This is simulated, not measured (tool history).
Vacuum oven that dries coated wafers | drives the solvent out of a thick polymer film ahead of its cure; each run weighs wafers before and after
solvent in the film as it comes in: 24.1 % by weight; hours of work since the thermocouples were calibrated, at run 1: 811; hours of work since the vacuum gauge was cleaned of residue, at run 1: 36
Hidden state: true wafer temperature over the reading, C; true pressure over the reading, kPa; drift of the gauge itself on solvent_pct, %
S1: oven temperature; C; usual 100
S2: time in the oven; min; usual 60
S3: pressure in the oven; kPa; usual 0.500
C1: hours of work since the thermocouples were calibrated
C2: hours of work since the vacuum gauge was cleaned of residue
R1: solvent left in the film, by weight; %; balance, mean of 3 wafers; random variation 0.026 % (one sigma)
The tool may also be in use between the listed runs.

Run 1, hour 0.0: usual settings; C1 811; C2 36. Result: R1 3.30 %.
Run 2, hour 32.2: usual settings; C1 827; C2 51. Result: R1 3.29 %.
Run 3, hour 63.1: usual settings but S3 0.285 kPa; C1 842; C2 66. Result: R1 3.16 %.
Run 4, hour 82.2: usual settings but S3 0.285 kPa; C1 851; C2 76. Result: R1 3.13 %.
Run 5, hour 100.6: usual settings but S3 0.285 kPa; C1 860; C2 84. Result: R1 3.13 %.
Run 6, hour 120.2: usual settings but S3 0.285 kPa; C1 870; C2 94. Result: R1 3.17 %.
Run 7, hour 142.4: usual settings but S3 1.399 kPa; C1 880; C2 105. Result: R1 3.86 %.
Run 8, hour 168.6: usual settings but S3 1.399 kPa; C1 893; C2 117. Result: R1 3.84 %.
Run 9, hour 199.9: usual settings but S1 94 C, S3 1.399 kPa; C1 908; C2 132. Result: R1 6.17 %.
Run 10, hour 230.7: usual settings but S2 96 min, S3 0.691 kPa; C1 923; C2 147. Result: R1 1.45 %.
Run 11, hour 247.0: usual settings but S1 102 C, S2 40 min, S3 0.391 kPa; C1 931; C2 155. Result: R1 5.01 %.
Run 12, hour 273.4: usual settings but S1 102 C, S2 40 min, S3 0.391 kPa; C1 944; C2 168. Result: R1 5.00 %.
Run 13, hour 304.8: usual settings but S1 102 C, S2 40 min, S3 0.391 kPa; C1 959; C2 183. Result: R1 4.99 %.
Run 14, hour 320.4: usual settings but S1 103 C, S2 49 min, S3 0.618 kPa; C1 966; C2 191. Result: R1 3.48 %.
Run 15, hour 334.4: usual settings but S1 103 C, S2 79 min, S3 1.399 kPa; C1 973; C2 197. Result: R1 1.87 %.
Run 16, hour 363.0: usual settings but S1 103 C, S2 79 min, S3 1.399 kPa; C1 987; C2 211. Result: R1 1.90 %.
Run 17, hour 389.5: usual settings but S1 104 C, S2 38 min, S3 0.550 kPa; C1 1000; C2 224. Result: R1 4.60 %.
Run 18, hour 410.3: usual settings but S1 104 C, S2 38 min, S3 0.550 kPa; C1 1010; C2 234. Result: R1 4.72 %.

5 ways to go on from here, each from the tool as it stands after run 18. What would each give?
Run A, hour 428.8: usual settings but S1 104 C, S2 54 min, S3 0.550 kPa; C1 1019; C2 243. Result: R1 ?.
Run B, hour 428.8: usual settings but S3 0.543 kPa; C1 1019; C2 243. Result: R1 ?.
Run C, hour 428.8: usual settings but S1 101 C, S2 35 min, S3 0.415 kPa; C1 1019; C2 243. Result: R1 ?.
Run D, hour 428.8: usual settings but S2 107 min; C1 1019; C2 243. Result: R1 ?.
Run E, hour 428.8: usual settings but S1 111 C, S2 95 min, S3 0.871 kPa; C1 1019; C2 243. Result: R1 ?.

run    R1
  A  2.66
  B  3.35
  C  6.31
  D  1.04
  E  0.50
Without the tool's hidden state the same runs would have given:
run    R1
  A  2.67
  B  3.35
  C  6.32
  D  1.04
  E  0.50

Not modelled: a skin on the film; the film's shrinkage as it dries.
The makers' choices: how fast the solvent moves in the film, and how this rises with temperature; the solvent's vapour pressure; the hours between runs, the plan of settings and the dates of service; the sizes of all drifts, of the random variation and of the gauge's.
